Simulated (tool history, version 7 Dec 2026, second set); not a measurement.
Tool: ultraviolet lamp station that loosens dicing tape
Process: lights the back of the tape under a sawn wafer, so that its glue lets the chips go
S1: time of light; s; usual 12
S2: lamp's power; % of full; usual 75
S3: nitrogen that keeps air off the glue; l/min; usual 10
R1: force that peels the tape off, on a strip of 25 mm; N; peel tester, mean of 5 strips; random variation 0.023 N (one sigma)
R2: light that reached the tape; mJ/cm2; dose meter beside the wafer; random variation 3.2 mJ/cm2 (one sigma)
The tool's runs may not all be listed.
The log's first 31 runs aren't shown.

run     day  S1  S2  S3     R1   R2
 32  37.612  14  80   4  1.453  577
 33  38.433  14  66   4  2.041  471
 34  39.367   9  82   4  2.802  365
 35  40.812  12  64  13  1.651  384
 36  42.042  12  67  13  1.524  387
 37  43.008  12  67  13  1.569  388
 38  44.496  10  68  13  2.107  321
 39    45.3  13  88   4  1.613  527
 40  46.075  14  67  10  1.532  427
 41  47.042  14  67  10  1.493  431
 42   47.85   7  86   3  4.226  268

Forecast each of these 4 alternatives for the next run:
  A  49.033  12  65   8   ?   ?
  B  49.033  16  65   3   ?   ?
  C  49.033   6  90   7   ?   ?
  D  49.033  20  98   5   ?   ?

run     R1   R2
  A  2.311  351
  B  2.347  465
  C  3.698  239
  D  0.509  865
Without the tool's hidden state the same runs would have given:
run     R1    R2
  A  1.644   436
  B  1.682   579
  C  2.933   297
  D  0.299  1078

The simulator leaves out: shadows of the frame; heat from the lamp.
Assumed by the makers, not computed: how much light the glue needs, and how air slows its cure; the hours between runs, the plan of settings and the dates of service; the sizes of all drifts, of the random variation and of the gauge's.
